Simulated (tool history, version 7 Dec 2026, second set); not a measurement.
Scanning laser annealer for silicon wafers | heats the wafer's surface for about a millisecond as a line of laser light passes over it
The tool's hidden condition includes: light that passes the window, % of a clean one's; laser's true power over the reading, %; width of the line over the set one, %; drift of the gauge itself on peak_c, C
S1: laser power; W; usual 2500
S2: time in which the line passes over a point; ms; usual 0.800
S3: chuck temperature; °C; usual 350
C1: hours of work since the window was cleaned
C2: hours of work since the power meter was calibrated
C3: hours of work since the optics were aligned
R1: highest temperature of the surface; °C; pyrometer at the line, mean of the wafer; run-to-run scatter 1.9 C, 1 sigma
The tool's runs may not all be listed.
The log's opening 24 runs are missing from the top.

| run | hour | S1 | S2 | S3 | C1 | C2 | C3 | R1 |
|---|---|---|---|---|---|---|---|---|
| 25 | 354.5 | 2431 | 0.700 | 310 | 127 | 104 | 1110 | 964 |
| 26 | 374.2 | 2615 | 0.700 | 345 | 139 | 116 | 1122 | 1062 |
| 27 | 393.3 | 2500 | 0.926 | 350 | 151 | 127 | 1133 | 1126 |
| 28 | 412.7 | 2500 | 0.807 | 370 | 163 | 139 | 1145 | 1092 |
| 29 | 425.8 | 2500 | 0.807 | 370 | 170 | 147 | 1153 | 1096 |
| 30 | 435.8 | 2519 | 0.800 | 338 | 176 | 153 | 1159 | 1068 |
| 31 | 448.6 | 2268 | 0.933 | 338 | 184 | 160 | 1167 | 1025 |
| 32 | 456.8 | 2268 | 0.933 | 337 | 189 | 165 | 1172 | 1023 |
| 33 | 474.5 | 2268 | 0.933 | 337 | 200 | 176 | 1182 | 1021 |
| 34 | 493.6 | 2268 | 0.933 | 337 | 211 | 188 | 1194 | 1022 |
| 35 | 507.3 | 2367 | 0.740 | 342 | 219 | 196 | 1202 | 984 |
| 36 | 522.3 | 2367 | 0.740 | 342 | 228 | 205 | 1211 | 983 |

Predict each of these 3 candidate next runs independently; none follows another, all start after run 36:
| A | 533.5 | 2367 | 0.663 | 342 | 235 | 212 | 1218 | ? |
| B | 533.5 | 2500 | 0.660 | 355 | 235 | 212 | 1218 | ? |
| C | 533.5 | 2367 | 0.583 | 326 | 235 | 212 | 1218 | ? |

| run | R1 |
|---|---|
| A | 949 |
| B | 1003 |
| C | 893 |
Take away the tool's hidden state, keep each run's random variation, and the runs would have read:
| run | R1 |
|---|---|
| A | 983 |
| B | 1040 |
| C | 925 |
